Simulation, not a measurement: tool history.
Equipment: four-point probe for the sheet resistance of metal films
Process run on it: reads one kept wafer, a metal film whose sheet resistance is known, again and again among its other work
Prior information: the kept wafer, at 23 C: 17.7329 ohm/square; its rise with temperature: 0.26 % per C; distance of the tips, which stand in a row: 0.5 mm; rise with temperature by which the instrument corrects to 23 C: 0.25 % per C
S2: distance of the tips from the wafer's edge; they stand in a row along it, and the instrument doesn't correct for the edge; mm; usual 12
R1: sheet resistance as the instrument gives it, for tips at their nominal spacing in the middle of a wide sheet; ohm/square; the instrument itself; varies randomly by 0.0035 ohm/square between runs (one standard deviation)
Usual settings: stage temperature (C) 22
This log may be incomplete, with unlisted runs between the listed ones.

Run 1, hour 0.0: usual settings. Result: R1 17.928381 ohm/square.
Run 2, hour 57.4: usual settings. Result: R1 17.934406 ohm/square.
Run 3, hour 130.0: usual settings. Result: R1 17.935713 ohm/square.
Run 4, hour 201.1: usual settings. Result: R1 17.938954 ohm/square.
Run 5, hour 233.7: usual settings. Result: R1 17.942322 ohm/square.
Run 6, hour 268.5: usual settings but S2 59 mm. Result: R1 17.925158 ohm/square.
Run 7, hour 336.6: usual settings but S2 59 mm. Result: R1 17.927827 ohm/square.
Run 8, hour 388.6: usual settings but S2 32 mm. Result: R1 17.923954 ohm/square.
Run 9, hour 427.4: usual settings. Result: R1 17.952828 ohm/square.
Run 10, hour 483.1: usual settings. Result: R1 17.947392 ohm/square.
Run 11, hour 531.1: usual settings. Result: R1 17.953986 ohm/square.
Run 12, hour 585.2: usual settings but stage temperature (C) 31. Result: R1 17.964286 ohm/square.
Run 13, hour 657.2: usual settings but stage temperature (C) 26. Result: R1 17.974248 ohm/square.
Run 14, hour 730.8: usual settings but stage temperature (C) 26. Result: R1 17.965546 ohm/square.
Run 15, hour 802.7: usual settings but stage temperature (C) 29. Result: R1 17.984329 ohm/square.
At hour 821.2: new probe head fitted.
Run 16, hour 871.0: usual settings but stage temperature (C) 29. Result: R1 17.880380 ohm/square.
Run 17, hour 916.9: usual settings. Result: R1 17.863867 ohm/square.
Run 18, hour 981.9: usual settings. Result: R1 17.872783 ohm/square.
Run 19, hour 1034.1: usual settings. Result: R1 17.874265 ohm/square.
Run 20, hour 1085.7: usual settings but S2 9 mm. Result: R1 17.893096 ohm/square.
Run 21, hour 1135.7: usual settings but stage temperature (C) 27, S2 7 mm. Result: R1 17.924344 ohm/square.
Run 22, hour 1180.5: usual settings but stage temperature (C) 30, S2 7 mm. Result: R1 17.929241 ohm/square.
Run 23, hour 1254.1: usual settings but stage temperature (C) 28, S2 9 mm. Result: R1 17.912764 ohm/square.
Run 24, hour 1298.4: usual settings but stage temperature (C) 31, S2 29 mm. Result: R1 17.887207 ohm/square.
At hour 1305.5: stage's thermometer calibrated.
Run 25, hour 1356.7: usual settings but stage temperature (C) 21, S2 5 mm. Result: R1 17.969576 ohm/square.
Run 26, hour 1428.8: usual settings but stage temperature (C) 19, S2 4 mm. Result: R1 18.023618 ohm/square.
Run 27, hour 1486.7: usual settings but stage temperature (C) 19, S2 4 mm. Result: R1 18.021936 ohm/square.
Run 28, hour 1559.9: usual settings but stage temperature (C) 20, S2 51 mm. Result: R1 17.879197 ohm/square.
Run 29, hour 1621.0: usual settings but stage temperature (C) 20, S2 51 mm. Result: R1 17.883381 ohm/square.
At hour 1657.9: stage's thermometer calibrated, once more.
Run 30, hour 1677.3: usual settings but stage temperature (C) 34, S2 33 mm. Result: R1 17.925058 ohm/square.
Run 31, hour 1724.7: usual settings but stage temperature (C) 26, S2 47 mm. Result: R1 17.914766 ohm/square.
Run 32, hour 1765.1: usual settings but stage temperature (C) 26, S2 47 mm. Result: R1 17.907279 ohm/square.
Run 33, hour 1810.6: usual settings but stage temperature (C) 26, S2 47 mm. Result: R1 17.911348 ohm/square.
Run 34, hour 1859.6: usual settings but stage temperature (C) 32, S2 24 mm. Result: R1 17.924205 ohm/square.
Run 35, hour 1901.5: usual settings but S2 3 mm. Result: R1 18.176153 ohm/square.
Run 36, hour 1974.7: usual settings but S2 3 mm. Result: R1 18.184082 ohm/square.
Run 37, hour 2042.0: usual settings but stage temperature (C) 33, S2 7 mm. Result: R1 17.989989 ohm/square.
Run 38, hour 2096.1: usual settings but stage temperature (C) 31. Result: R1 17.957189 ohm/square.
Run 39, hour 2138.2: usual settings but stage temperature (C) 31. Result: R1 17.954290 ohm/square.

Consider 5 possible next runs. They are alternatives, not a sequence: every one starts from the tool as it was left by run 39. What does each give?
Run A, hour 2197.9: usual settings but stage temperature (C) 21, S2 4 mm. Result: R1 ?.
Run B, hour 2197.9: usual settings but stage temperature (C) 20, S2 4 mm. Result: R1 ?.
Run C, hour 2197.9: usual settings but stage temperature (C) 21, S2 3 mm. Result: R1 ?.
Run D, hour 2197.9: usual settings but stage temperature (C) 23, S2 40 mm. Result: R1 ?.
Run E, hour 2197.9: usual settings but stage temperature (C) 19, S2 26 mm. Result: R1 ?.

run         R1
  A  18.075257
  B  18.072880
  C  18.197093
  D  17.934694
  E  17.932130
Had the tool no hidden state, the same runs would have come out as:
run         R1
  A  17.876847
  B  17.874512
  C  17.997449
  D  17.737662
  E  17.735196

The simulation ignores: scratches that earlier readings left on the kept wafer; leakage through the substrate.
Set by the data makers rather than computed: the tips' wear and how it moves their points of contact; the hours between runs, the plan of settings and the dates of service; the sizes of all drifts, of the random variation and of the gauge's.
